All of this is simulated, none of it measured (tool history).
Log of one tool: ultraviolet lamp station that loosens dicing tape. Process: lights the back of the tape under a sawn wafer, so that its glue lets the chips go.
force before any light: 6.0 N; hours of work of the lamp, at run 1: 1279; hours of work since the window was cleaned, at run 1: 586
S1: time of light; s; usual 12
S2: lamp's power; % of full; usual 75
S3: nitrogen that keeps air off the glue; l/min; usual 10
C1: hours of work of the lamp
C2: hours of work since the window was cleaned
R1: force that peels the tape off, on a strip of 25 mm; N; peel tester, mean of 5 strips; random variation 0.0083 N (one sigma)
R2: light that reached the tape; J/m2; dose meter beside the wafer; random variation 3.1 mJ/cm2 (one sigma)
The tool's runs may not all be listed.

run 1 hour=0 | S1=12 S2=75 S3=10 | C1=1279 C2=586 | R1=0.792 R2=3040
run 2 hour=59.4 | S1=12 S2=89 S3=10 | C1=1311 C2=618 | R1=0.569 R2=3550
-- hour=101.5 window cleaned of glue's vapour
run 3 hour=122.5 | S1=6 S2=75 S3=10 | C1=1344 C2=11 | R1=1.794 R2=1720
run 4 hour=149.7 | S1=6 S2=75 S3=10 | C1=1359 C2=26 | R1=1.714 R2=1710
run 5 hour=196.8 | S1=12 S2=75 S3=10 | C1=1384 C2=51 | R1=0.62 R2=3370
run 6 hour=231.7 | S1=12 S2=75 S3=10 | C1=1403 C2=70 | R1=0.636 R2=3360
run 7 hour=267.9 | S1=12 S2=75 S3=10 | C1=1422 C2=89 | R1=0.639 R2=3350
run 8 hour=293.8 | S1=12 S2=75 S3=4 | C1=1436 C2=103 | R1=1.288 R2=3260
run 9 hour=327.7 | S1=12 S2=75 S3=4 | C1=1454 C2=121 | R1=1.265 R2=3300
run 10 hour=377.7 | S1=12 S2=75 S3=4 | C1=1481 C2=148 | R1=1.304 R2=3220
run 11 hour=419.1 | S1=12 S2=75 S3=10 | C1=1503 C2=170 | R1=0.689 R2=3240
run 12 hour=457.7 | S1=12 S2=75 S3=10 | C1=1523 C2=190 | R1=0.708 R2=3180
run 13 hour=491.8 | S1=12 S2=75 S3=10 | C1=1542 C2=209 | R1=0.701 R2=3140
run 14 hour=532.5 | S1=12 S2=75 S3=4 | C1=1563 C2=230 | R1=1.388 R2=3110
run 15 hour=573.6 | S1=20 S2=75 S3=4 | C1=1585 C2=252 | R1=0.62 R2=5130
run 16 hour=612.3 | S1=13 S2=75 S3=10 | C1=1606 C2=273 | R1=0.642 R2=3330
run 17 hour=670.6 | S1=13 S2=75 S3=10 | C1=1637 C2=304 | R1=0.683 R2=3230
run 18 hour=711.1 | S1=13 S2=75 S3=10 | C1=1659 C2=326 | R1=0.693 R2=3220
run 19 hour=765.3 | S1=13 S2=75 S3=10 | C1=1688 C2=355 | R1=0.71 R2=3200
run 20 hour=825.6 | S1=12 S2=75 S3=10 | C1=1720 C2=387 | R1=0.838 R2=2870
run 21 hour=870 | S1=10 S2=75 S3=10 | C1=1744 C2=411 | R1=1.144 R2=2340
run 22 hour=933.6 | S1=10 S2=75 S3=10 | C1=1778 C2=445 | R1=1.208 R2=2300
run 23 hour=992.4 | S1=12 S2=78 S3=14 | C1=1809 C2=476 | R1=0.68 R2=2820
run 24 hour=1052.4 | S1=22 S2=84 S3=15 | C1=1841 C2=508 | R1=0.199 R2=5500
run 25 hour=1105.8 | S1=22 S2=84 S3=15 | C1=1870 C2=537 | R1=0.202 R2=5460
run 26 hour=1168.3 | S1=7 S2=74 S3=7 | C1=1903 C2=570 | R1=2.407 R2=1490
run 27 hour=1202.6 | S1=9 S2=75 S3=7 | C1=1921 C2=588 | R1=1.898 R2=1900
-- hour=1214.9 lamp changed
run 28 hour=1257.8 | S1=9 S2=75 S3=7 | C1=23 C2=617 | R1=1.048 R2=2960
-- hour=1302.7 window cleaned of glue's vapour
run 29 hour=1307.6 | S1=15 S2=96 S3=6 | C1=49 C2=3 | R1=0.217 R2=7300
run 30 hour=1370.5 | S1=12 S2=98 S3=10 | C1=83 C2=36 | R1=0.214 R2=5940
run 31 hour=1404.2 | S1=12 S2=63 S3=17 | C1=101 C2=54 | R1=0.34 R2=3750
run 32 hour=1465.9 | S1=21 S2=95 S3=5 | C1=134 C2=87 | R1=0.177 R2=9790
run 33 hour=1498 | S1=21 S2=95 S3=5 | C1=151 C2=104 | R1=0.179 R2=9740
run 34 hour=1534.4 | S1=9 S2=66 S3=5 | C1=170 C2=124 | R1=1.381 R2=2900
run 35 hour=1583.7 | S1=9 S2=86 S3=10 | C1=197 C2=150 | R1=0.545 R2=3710
run 36 hour=1626.8 | S1=17 S2=75 S3=20 | C1=220 C2=173 | R1=0.164 R2=6050
run 37 hour=1661.5 | S1=17 S2=75 S3=12 | C1=238 C2=192 | R1=0.21 R2=5970
run 38 hour=1715.6 | S1=17 S2=91 S3=10 | C1=267 C2=221 | R1=0.171 R2=7190
run 39 hour=1766 | S1=17 S2=91 S3=10 | C1=294 C2=248 | R1=0.179 R2=7000
run 40 hour=1823.4 | S1=20 S2=64 S3=3 | C1=325 C2=278 | R1=0.594 R2=5750
run 41 hour=1874 | S1=6 S2=75 S3=6 | C1=352 C2=305 | R1=1.908 R2=2010
run 42 hour=1912.6 | S1=12 S2=90 S3=5 | C1=373 C2=326 | R1=0.583 R2=4780
run 43 hour=1941.9 | S1=12 S2=67 S3=13 | C1=388 C2=342 | R1=0.473 R2=3520
run 44 hour=2002.7 | S1=19 S2=67 S3=12 | C1=421 C2=374 | R1=0.231 R2=5440

Some steps in R1 between neighbouring runs. How much of each would the tool show without its hidden state too (settings, what came in, random variation), and how much is left for the hidden state, with any gauge scatter that isn't in both results?
The hidden state here: lamp's light, % of a new lamp's; light that the window lets through, % of a clean one's; drift of the gauge itself on peel_n, %; drift of the gauge itself on dose_mj_cm2, %.
Run 23 -> 24: S1 12 -> 22, S2 78 -> 84, S3 14 -> 15. R1 -0.481 N: hidden state -0.381, all else -0.1.
Run 25 -> 26: S1 22 -> 7, S2 84 -> 74, S3 15 -> 7. R1 +2.205 N: hidden state +1.174, all else +1.031.
Run 27 -> 28: lamp changed. R1 -0.85 N: hidden state -0.854, all else +0.004.
Run 40 -> 41: S1 20 -> 6, S2 64 -> 75, S3 3 -> 6. R1 +1.314 N: hidden state +0.183, all else +1.131.
Run 41 -> 42: S1 6 -> 12, S2 75 -> 90, S3 6 -> 5. R1 -1.325 N: hidden state -0.165, all else -1.16.

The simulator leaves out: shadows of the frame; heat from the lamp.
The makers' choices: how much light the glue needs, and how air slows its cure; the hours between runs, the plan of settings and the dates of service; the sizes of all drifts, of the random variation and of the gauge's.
